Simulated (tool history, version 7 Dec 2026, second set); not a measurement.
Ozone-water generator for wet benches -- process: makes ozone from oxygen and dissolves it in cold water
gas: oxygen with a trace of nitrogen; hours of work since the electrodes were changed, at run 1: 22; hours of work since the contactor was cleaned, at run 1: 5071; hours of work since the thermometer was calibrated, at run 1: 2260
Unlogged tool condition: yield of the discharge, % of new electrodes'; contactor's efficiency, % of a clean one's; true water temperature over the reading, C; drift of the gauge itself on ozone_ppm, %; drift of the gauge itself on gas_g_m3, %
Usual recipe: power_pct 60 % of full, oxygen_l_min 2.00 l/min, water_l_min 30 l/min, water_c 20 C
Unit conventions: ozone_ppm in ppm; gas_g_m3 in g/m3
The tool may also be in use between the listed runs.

| run | hour | power_pct | oxygen_l_min | water_l_min | water_c | hours of work since the electrodes were changed | hours of work since the contactor was cleaned | hours of work since the thermometer was calibrated | ozone_ppm | gas_g_m3 |
|---|---|---|---|---|---|---|---|---|---|---|
| 1 | 0.0 | 60 | 2.00 | 30 | 20 | 22 | 5071 | 2260 | 7.3 | 245.5 |
| 2 | 24.7 | 60 | 2.00 | 23 | 20 | 45 | 5095 | 2283 | 9.9 | 246.7 |
| 3 | 54.9 | 60 | 2.00 | 23 | 20 | 75 | 5124 | 2312 | 9.9 | 247.6 |
| 4 | 90.6 | 60 | 2.00 | 39 | 20 | 109 | 5158 | 2347 | 5.4 | 245.5 |
| 5 | 121.1 | 60 | 2.00 | 39 | 20 | 138 | 5188 | 2376 | 5.4 | 249.9 |
| 6 | 149.0 | 60 | 2.00 | 39 | 20 | 165 | 5215 | 2403 | 5.5 | 246.1 |
| 7 | 173.4 | 53 | 2.00 | 30 | 20 | 189 | 5238 | 2426 | 6.6 | 224.9 |
| 8 | 190.2 | 53 | 2.00 | 30 | 20 | 205 | 5254 | 2443 | 6.7 | 222.8 |
| 9 | 215.0 | 53 | 2.00 | 30 | 20 | 229 | 5278 | 2467 | 6.6 | 224.9 |
| 10 | 243.5 | 53 | 2.00 | 30 | 20 | 256 | 5306 | 2494 | 6.8 | 222.7 |
| 11 | 268.1 | 63 | 2.96 | 30 | 20 | 280 | 5329 | 2518 | 8.8 | 218.2 |
|  | 271.4 | water thermometer calibrated |
| 12 | 295.9 | 43 | 1.12 | 26 | 21 | 306 | 5355 | 24 | 5.1 | 239.0 |
| 13 | 325.4 | 76 | 1.12 | 26 | 21 | 334 | 5384 | 52 | 8.0 | 368.8 |
| 14 | 346.5 | 65 | 2.14 | 29 | 16 | 355 | 5404 | 72 | 8.3 | 252.9 |
| 15 | 372.3 | 57 | 1.42 | 30 | 20 | 380 | 5429 | 97 | 5.9 | 268.3 |
| 16 | 398.6 | 80 | 2.40 | 18 | 20 | 405 | 5454 | 122 | 16.8 | 286.0 |
| 17 | 425.3 | 80 | 2.40 | 18 | 20 | 431 | 5480 | 148 | 16.8 | 283.1 |
| 18 | 443.8 | 80 | 2.40 | 18 | 20 | 448 | 5498 | 166 | 16.7 | 283.4 |
|  | 455.3 | water thermometer calibrated, once more |
| 19 | 471.8 | 80 | 2.40 | 18 | 20 | 475 | 5524 | 16 | 16.8 | 283.5 |

Each row is a separate what-if for the run after 19, all from the same tool condition, not one after another. Results?
| A | 490.4 | 80 | 1.45 | 37 | 14 | 493 | 5542 | 34 | ? | ? |
| B | 490.4 | 49 | 2.00 | 28 | 17 | 493 | 5542 | 34 | ? | ? |
| C | 490.4 | 80 | 2.40 | 22 | 17 | 493 | 5542 | 34 | ? | ? |

| run | ozone_ppm | gas_g_m3 |
|---|---|---|
| A | 6.3 | 342.2 |
| B | 6.9 | 210.2 |
| C | 14.0 | 285.5 |
Without the tool's hidden state the same runs would have given:
| run | ozone_ppm | gas_g_m3 |
|---|---|---|
| A | 6.9 | 347.2 |
| B | 7.6 | 212.3 |
| C | 15.3 | 289.7 |

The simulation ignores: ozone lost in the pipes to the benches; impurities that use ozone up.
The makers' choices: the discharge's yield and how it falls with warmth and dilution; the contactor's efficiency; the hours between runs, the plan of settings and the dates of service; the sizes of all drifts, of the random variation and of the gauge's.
